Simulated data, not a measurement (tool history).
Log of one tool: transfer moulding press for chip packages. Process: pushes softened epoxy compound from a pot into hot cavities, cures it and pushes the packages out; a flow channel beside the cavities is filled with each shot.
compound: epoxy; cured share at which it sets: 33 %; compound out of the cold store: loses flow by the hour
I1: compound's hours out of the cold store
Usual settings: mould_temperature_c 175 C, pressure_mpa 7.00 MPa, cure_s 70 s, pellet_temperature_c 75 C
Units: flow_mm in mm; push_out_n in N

run 1 hour=0.0 | mould_temperature_c=175 pressure_mpa=7.00 cure_s=70 pellet_temperature_c=75 | I1=11.7 | flow_mm=715 push_out_n=893
run 2 hour=28.9 | mould_temperature_c=175 pressure_mpa=7.00 cure_s=70 pellet_temperature_c=75 | I1=28.7 | flow_mm=672 push_out_n=939
run 3 hour=56.9 | mould_temperature_c=175 pressure_mpa=7.00 cure_s=70 pellet_temperature_c=75 | I1=11.3 | flow_mm=707 push_out_n=1038
-- hour=65.7 cavities cleaned with cleaning compound and waxed
run 4 hour=100.7 | mould_temperature_c=175 pressure_mpa=7.00 cure_s=70 pellet_temperature_c=75 | I1=39.0 | flow_mm=644 push_out_n=790
run 5 hour=129.8 | mould_temperature_c=175 pressure_mpa=7.00 cure_s=70 pellet_temperature_c=75 | I1=36.1 | flow_mm=650 push_out_n=935
run 6 hour=151.9 | mould_temperature_c=175 pressure_mpa=7.00 cure_s=70 pellet_temperature_c=75 | I1=12.1 | flow_mm=704 push_out_n=1010
-- hour=178.1 cavities cleaned with cleaning compound and waxed
run 7 hour=199.5 | mould_temperature_c=175 pressure_mpa=7.36 cure_s=70 pellet_temperature_c=75 | I1=21.3 | flow_mm=694 push_out_n=713
run 8 hour=239.4 | mould_temperature_c=175 pressure_mpa=7.36 cure_s=70 pellet_temperature_c=75 | I1=22.4 | flow_mm=685 push_out_n=915
run 9 hour=278.9 | mould_temperature_c=175 pressure_mpa=7.36 cure_s=70 pellet_temperature_c=75 | I1=14.6 | flow_mm=703 push_out_n=1067
-- hour=289.2 cavities cleaned with cleaning compound and waxed
run 10 hour=321.9 | mould_temperature_c=175 pressure_mpa=7.36 cure_s=70 pellet_temperature_c=75 | I1=47.4 | flow_mm=628 push_out_n=782
run 11 hour=364.4 | mould_temperature_c=175 pressure_mpa=7.36 cure_s=70 pellet_temperature_c=75 | I1=43.4 | flow_mm=630 push_out_n=940
-- hour=399.9 cavities cleaned with cleaning compound and waxed
run 12 hour=415.1 | mould_temperature_c=175 pressure_mpa=7.36 cure_s=70 pellet_temperature_c=75 | I1=18.8 | flow_mm=681 push_out_n=745
-- hour=427.4 plunger's sealing rings changed
run 13 hour=462.0 | mould_temperature_c=175 pressure_mpa=7.36 cure_s=64 pellet_temperature_c=75 | I1=47.8 | flow_mm=642 push_out_n=1097
run 14 hour=495.6 | mould_temperature_c=175 pressure_mpa=5.57 cure_s=70 pellet_temperature_c=75 | I1=14.6 | flow_mm=620 push_out_n=1054
-- hour=513.5 cavities cleaned with cleaning compound and waxed
run 15 hour=523.1 | mould_temperature_c=175 pressure_mpa=5.57 cure_s=70 pellet_temperature_c=75 | I1=33.2 | flow_mm=585 push_out_n=693
run 16 hour=567.3 | mould_temperature_c=178 pressure_mpa=6.02 cure_s=106 pellet_temperature_c=75 | I1=44.0 | flow_mm=579 push_out_n=591
run 17 hour=613.2 | mould_temperature_c=169 pressure_mpa=7.00 cure_s=70 pellet_temperature_c=70 | I1=46.3 | flow_mm=629 push_out_n=1503
-- hour=625.3 cavities cleaned with cleaning compound and waxed
run 18 hour=659.8 | mould_temperature_c=175 pressure_mpa=7.00 cure_s=59 pellet_temperature_c=82 | I1=13.1 | flow_mm=689 push_out_n=1336
run 19 hour=700.4 | mould_temperature_c=175 pressure_mpa=5.53 cure_s=65 pellet_temperature_c=67 | I1=44.4 | flow_mm=549 push_out_n=1210
-- hour=737.2 cavities cleaned with cleaning compound and waxed
run 20 hour=740.4 | mould_temperature_c=175 pressure_mpa=5.53 cure_s=65 pellet_temperature_c=67 | I1=46.7 | flow_mm=544 push_out_n=807
run 21 hour=780.3 | mould_temperature_c=175 pressure_mpa=5.53 cure_s=65 pellet_temperature_c=67 | I1=46.7 | flow_mm=541 push_out_n=1077
run 22 hour=810.3 | mould_temperature_c=175 pressure_mpa=5.53 cure_s=65 pellet_temperature_c=67 | I1=25.7 | flow_mm=578 push_out_n=1262
run 23 hour=833.7 | mould_temperature_c=175 pressure_mpa=5.53 cure_s=69 pellet_temperature_c=79 | I1=41.8 | flow_mm=545 push_out_n=1018
-- hour=850.6 cavities cleaned with cleaning compound and waxed
-- hour=856.7 plunger's sealing rings changed
run 24 hour=878.7 | mould_temperature_c=175 pressure_mpa=6.40 cure_s=51 pellet_temperature_c=75 | I1=9.7 | flow_mm=685 push_out_n=1899
run 25 hour=910.7 | mould_temperature_c=175 pressure_mpa=6.40 cure_s=51 pellet_temperature_c=75 | I1=47.1 | flow_mm=602 push_out_n=1980
run 26 hour=941.8 | mould_temperature_c=175 pressure_mpa=6.40 cure_s=51 pellet_temperature_c=75 | I1=30.1 | flow_mm=637 push_out_n=2378
-- hour=963.5 cavities cleaned with cleaning compound and waxed
run 27 hour=980.2 | mould_temperature_c=175 pressure_mpa=6.40 cure_s=51 pellet_temperature_c=75 | I1=45.9 | flow_mm=601 push_out_n=1574

4 ways to go on from here, each from the tool as it stands after run 27. What would each give?
run A hour=1005.4 | mould_temperature_c=168 pressure_mpa=7.00 cure_s=70 pellet_temperature_c=75 | I1=9.6 | flow_mm=? push_out_n=?
run B hour=1005.4 | mould_temperature_c=175 pressure_mpa=7.00 cure_s=98 pellet_temperature_c=75 | I1=46.9 | flow_mm=? push_out_n=?
run C hour=1005.4 | mould_temperature_c=175 pressure_mpa=6.40 cure_s=107 pellet_temperature_c=75 | I1=14.7 | flow_mm=? push_out_n=?
run D hour=1005.4 | mould_temperature_c=182 pressure_mpa=7.00 cure_s=70 pellet_temperature_c=75 | I1=35.6 | flow_mm=? push_out_n=?

run=A flow_mm=720 push_out_n=1455
run=B flow_mm=628 push_out_n=576
run=C flow_mm=665 push_out_n=543
run=D flow_mm=642 push_out_n=650
Without the tool's hidden state the same runs would have given:
run=A flow_mm=731 push_out_n=961
run=B flow_mm=637 push_out_n=405
run=C flow_mm=675 push_out_n=385
run=D flow_mm=651 push_out_n=451
